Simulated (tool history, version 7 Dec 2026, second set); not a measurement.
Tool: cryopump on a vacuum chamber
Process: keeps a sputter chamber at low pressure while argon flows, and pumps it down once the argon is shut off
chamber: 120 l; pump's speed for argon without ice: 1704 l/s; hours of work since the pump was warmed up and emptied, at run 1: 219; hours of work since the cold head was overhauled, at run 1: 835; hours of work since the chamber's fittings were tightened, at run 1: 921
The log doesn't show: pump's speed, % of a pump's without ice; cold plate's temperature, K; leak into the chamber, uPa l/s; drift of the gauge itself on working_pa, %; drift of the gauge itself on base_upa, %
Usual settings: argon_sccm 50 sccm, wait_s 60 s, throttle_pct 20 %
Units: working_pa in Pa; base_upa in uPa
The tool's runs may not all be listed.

run   hour  argon_sccm  wait_s  throttle_pct  hours of work since the pump was warmed up and emptied  hours of work since the cold head was overhauled  hours of work since the chamber's fittings were tightened  working_pa  base_upa
  1      0          50      60            20                                                     219                                               835                                                        921       0.257      2.01
  2   53.8          50      60            20                                                     249                                               865                                                        951      0.2577      2.08
  3  163.6          50      60            20                                                     310                                               925                                                       1011      0.2584      2.23
  4    253          50      70            20                                                     359                                               975                                                       1061      0.2614      2.34
  5  354.9          50      70            40                                                     416                                              1031                                                       1117      0.1404      2.44
  6  414.7          50      70            40                                                     449                                              1065                                                       1151      0.1424      2.52
  7  512.3          38      70            27                                                     503                                              1119                                                       1205      0.1553       2.7

The next listed run, before its measurement:
  8  568.5          38     235            50                                                     534                                              1150                                                       1236           ?         ?

Run 8 gave working_pa 0.0927 Pa, base_upa 2.42 uPa.
Without the tool's hidden state the same run would have given working_pa 0.0757 Pa, base_upa 0.31 uPa.

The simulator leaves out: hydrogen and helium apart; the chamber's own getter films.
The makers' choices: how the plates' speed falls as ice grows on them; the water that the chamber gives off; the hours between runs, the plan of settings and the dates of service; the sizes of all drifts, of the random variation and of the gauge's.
